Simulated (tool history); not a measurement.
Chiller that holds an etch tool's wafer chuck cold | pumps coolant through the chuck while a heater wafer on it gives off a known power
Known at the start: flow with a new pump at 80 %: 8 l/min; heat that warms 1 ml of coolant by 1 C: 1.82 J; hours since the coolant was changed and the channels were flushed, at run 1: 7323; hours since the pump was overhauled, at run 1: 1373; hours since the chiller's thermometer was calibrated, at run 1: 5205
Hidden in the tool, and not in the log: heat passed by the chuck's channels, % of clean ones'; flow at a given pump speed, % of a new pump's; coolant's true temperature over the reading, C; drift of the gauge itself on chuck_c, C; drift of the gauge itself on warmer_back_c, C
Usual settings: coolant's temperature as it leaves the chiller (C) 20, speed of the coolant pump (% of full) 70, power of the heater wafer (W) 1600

run,hour,coolant's temperature as it leaves the chiller (C),speed of the coolant pump (% of full),power of the heater wafer (W),hours since the coolant was changed and the channels were flushed,hours since the pump was overhauled,hours since the chiller's thermometer was calibrated,chuck's temperature once it has settled (K),how much warmer the coolant comes back (C)
1,0.0,20,70,1600,7323,1373,5205,309.65,7.60
2,71.4,20,70,1600,7394,1444,5276,309.75,7.65
# hour 91.0: chiller's thermometer calibrated
3,139.4,20,70,1600,7461,1511,48,309.75,7.64
4,228.6,20,70,1600,7550,1601,138,309.75,7.56
5,311.8,20,70,1600,7633,1684,221,309.75,7.71
6,398.6,20,70,1796,7720,1771,308,311.55,8.66
7,498.8,11,70,1600,7820,1871,408,300.55,7.69
8,611.3,20,70,2185,7933,1983,520,315.75,10.51
9,697.6,20,70,1600,8019,2070,607,309.65,7.76
10,764.5,20,70,1600,8086,2136,674,309.55,7.78
11,872.7,20,70,1600,8194,2245,782,309.55,7.76
12,978.1,20,97,1600,8300,2350,887,305.65,5.70
13,1079.2,20,97,1600,8401,2451,988,305.55,5.72
14,1141.6,20,97,1600,8463,2514,1051,305.75,5.73
15,1202.6,20,97,1600,8524,2575,1112,305.75,5.74
# hour 1216.9: coolant changed, channels flushed
16,1256.8,20,97,1600,40,2623,1160,305.45,5.76
17,1339.1,20,72,923,122,2705,1242,302.45,4.60
18,1399.5,24,72,1960,183,2765,1303,316.95,9.43
19,1445.5,10,74,1193,229,2811,1349,294.85,5.79
20,1540.1,11,94,906,323,2906,1443,291.45,3.58
21,1590.9,22,63,1775,374,2957,1494,315.35,9.83
22,1681.0,22,63,1775,464,3047,1584,315.15,9.85
# hour 1737.6: gauge calibrated
23,1773.2,22,83,1208,556,3139,1676,305.95,4.83
24,1877.1,19,98,1143,660,3243,1780,300.85,3.88
25,1991.5,11,83,1405,775,3357,1895,296.85,5.68
26,2053.0,20,93,1061,836,3419,1956,301.75,3.89
27,2103.9,15,93,997,887,3470,2007,296.25,3.68
28,2187.0,17,62,997,970,3553,2090,301.65,5.39
29,2272.3,20,66,1673,1055,3638,2175,311.35,8.52
30,2378.4,20,66,1673,1161,3744,2281,311.05,8.67
31,2490.3,30,73,1600,1273,3856,2393,319.15,7.48

Run 32 comes next. What will it give?
32,2568.8,30,73,1600,1352,3935,2472,?,?

Run 32 gave chuck's temperature once it has settled (K) 319.05, how much warmer the coolant comes back (C) 7.47.
Without the tool's hidden state the same run would have given chuck's temperature once it has settled (K) 319.05, how much warmer the coolant comes back (C) 7.25.
